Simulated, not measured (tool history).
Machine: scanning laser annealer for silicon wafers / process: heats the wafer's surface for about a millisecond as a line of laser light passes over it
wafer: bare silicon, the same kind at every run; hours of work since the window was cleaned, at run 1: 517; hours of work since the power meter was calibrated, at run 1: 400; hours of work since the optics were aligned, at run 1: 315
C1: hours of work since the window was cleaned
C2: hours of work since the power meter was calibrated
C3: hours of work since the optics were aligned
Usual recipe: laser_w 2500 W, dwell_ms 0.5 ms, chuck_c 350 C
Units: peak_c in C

Run 1, hour 0: usual settings; C1 517; C2 400; C3 315. Result: peak_c 1095 C.
Run 2, hour 21.2: usual settings but laser_w 2730 W; C1 533; C2 416; C3 331. Result: peak_c 1161 C.
Run 3, hour 41.6: usual settings but dwell_ms 0.353 ms; C1 548; C2 431; C3 346. Result: peak_c 957 C.
Run 4, hour 64.5: usual settings but chuck_c 365 C; C1 565; C2 449; C3 363. Result: peak_c 1109 C.
Run 5, hour 87.7: usual settings but chuck_c 365 C; C1 583; C2 466; C3 381. Result: peak_c 1110 C.
Run 6, hour 108.1: usual settings but chuck_c 365 C; C1 598; C2 481; C3 396. Result: peak_c 1109 C.
Run 7, hour 120.7: usual settings but chuck_c 365 C; C1 607; C2 491; C3 405. Result: peak_c 1108 C.
Run 8, hour 138: usual settings but chuck_c 365 C; C1 620; C2 504; C3 418. Result: peak_c 1106 C.
Run 9, hour 155.7: usual settings but chuck_c 365 C; C1 634; C2 517; C3 432. Result: peak_c 1107 C.
Run 10, hour 170.8: usual settings but chuck_c 365 C; C1 645; C2 528; C3 443. Result: peak_c 1106 C.
Run 11, hour 188.1: usual settings but chuck_c 360 C; C1 658; C2 541; C3 456. Result: peak_c 1100 C.
Run 12, hour 210.7: usual settings but dwell_ms 0.378 ms; C1 675; C2 558; C3 473. Result: peak_c 977 C.
Run 13, hour 223.6: usual settings; C1 685; C2 568; C3 483. Result: peak_c 1090 C.
Run 14, hour 235.2: usual settings; C1 693; C2 577; C3 491. Result: peak_c 1090 C.
Run 15, hour 251.6: usual settings; C1 706; C2 589; C3 504. Result: peak_c 1089 C.
Run 16, hour 266.3: usual settings but chuck_c 347 C; C1 717; C2 600; C3 515. Result: peak_c 1087 C.
At hour 278.9: window over the wafer cleaned.
Run 17, hour 290: usual settings but chuck_c 347 C; C1 8; C2 616; C3 531. Result: peak_c 1110 C.
Run 18, hour 311.9: usual settings; C1 25; C2 633; C3 547. Result: peak_c 1111 C.
Run 19, hour 325.8: usual settings but dwell_ms 0.38 ms; C1 35; C2 643; C3 558. Result: peak_c 997 C.
Run 20, hour 337.6: usual settings; C1 44; C2 652; C3 567. Result: peak_c 1111 C.
Run 21, hour 359.7: usual settings; C1 61; C2 669; C3 583. Result: peak_c 1111 C.
Run 22, hour 369.1: usual settings but laser_w 2125 W, dwell_ms 0.531 ms, chuck_c 333 C; C1 68; C2 676; C3 590. Result: peak_c 1011 C.
Run 23, hour 387.6: usual settings but laser_w 2125 W, dwell_ms 0.531 ms, chuck_c 333 C; C1 82; C2 690; C3 604. Result: peak_c 1008 C.
Run 24, hour 398.7: usual settings but laser_w 2125 W, dwell_ms 0.531 ms, chuck_c 333 C; C1 90; C2 698; C3 613. Result: peak_c 1009 C.
Run 25, hour 417.8: usual settings but laser_w 2125 W, dwell_ms 0.531 ms, chuck_c 333 C; C1 104; C2 712; C3 627. Result: peak_c 1008 C.
Run 26, hour 437.9: usual settings but laser_w 2414 W, dwell_ms 0.435 ms, chuck_c 335 C; C1 119; C2 727; C3 642. Result: peak_c 1012 C.
Run 27, hour 458.8: usual settings but laser_w 2244 W, dwell_ms 0.435 ms, chuck_c 359 C; C1 135; C2 743; C3 658. Result: peak_c 991 C.
Run 28, hour 469.1: usual settings but laser_w 2518 W, dwell_ms 0.435 ms, chuck_c 359 C; C1 143; C2 751; C3 665. Result: peak_c 1061 C.
Run 29, hour 482.4: usual settings but laser_w 2178 W, dwell_ms 0.381 ms; C1 153; C2 761; C3 675. Result: peak_c 916 C.
Run 30, hour 501.9: usual settings but laser_w 2178 W, dwell_ms 0.381 ms; C1 167; C2 776; C3 690. Result: peak_c 917 C.
Run 31, hour 524: usual settings but laser_w 2212 W, dwell_ms 0.381 ms, chuck_c 311 C; C1 184; C2 792; C3 707. Result: peak_c 885 C.
Run 32, hour 537.3: usual settings but laser_w 2212 W, dwell_ms 0.381 ms, chuck_c 311 C; C1 194; C2 802; C3 717. Result: peak_c 885 C.
Run 33, hour 555.5: usual settings but laser_w 2227 W, dwell_ms 0.529 ms; C1 208; C2 816; C3 730. Result: peak_c 1050 C.
Run 34, hour 568.9: usual settings but laser_w 2227 W, dwell_ms 0.529 ms; C1 218; C2 826; C3 740. Result: peak_c 1049 C.
Run 35, hour 582.7: usual settings but laser_w 2436 W; C1 228; C2 836; C3 751. Result: peak_c 1087 C.
Run 36, hour 596.1: usual settings but laser_w 2378 W, dwell_ms 0.473 ms, chuck_c 352 C; C1 238; C2 846; C3 761. Result: peak_c 1051 C.
Run 37, hour 612.1: usual settings but laser_w 2464 W, dwell_ms 0.428 ms; C1 250; C2 858; C3 773. Result: peak_c 1031 C.
Run 38, hour 621.9: usual settings but laser_w 2464 W, dwell_ms 0.424 ms; C1 258; C2 866; C3 780. Result: peak_c 1024 C.
Run 39, hour 635.8: usual settings but laser_w 2270 W; C1 268; C2 876; C3 791. Result: peak_c 1038 C.
Run 40, hour 656.7: usual settings but dwell_ms 0.509 ms, chuck_c 344 C; C1 284; C2 892; C3 806. Result: peak_c 1105 C.
Run 41, hour 668.5: usual settings but laser_w 2166 W, dwell_ms 0.569 ms; C1 292; C2 901; C3 815. Result: peak_c 1062 C.
Run 42, hour 679.5: usual settings but laser_w 2707 W, dwell_ms 0.594 ms, chuck_c 382 C; C1 301; C2 909; C3 823. Result: peak_c 1282 C.

Forecast each of these 3 alternatives for the next run:
Run A, hour 702.3: usual settings but chuck_c 322 C; C1 318; C2 926; C3 840. Result: peak_c ?.
Run B, hour 702.3: usual settings but laser_w 2707 W, dwell_ms 0.559 ms, chuck_c 382 C; C1 318; C2 926; C3 840. Result: peak_c ?.
Run C, hour 702.3: usual settings but laser_w 2707 W, dwell_ms 0.583 ms, chuck_c 382 C; C1 318; C2 926; C3 840. Result: peak_c ?.

run  peak_c
  A    1074
  B    1247
  C    1267
Had the tool no hidden state, the same runs would have come out as:
run  peak_c
  A    1087
  B    1262
  C    1282
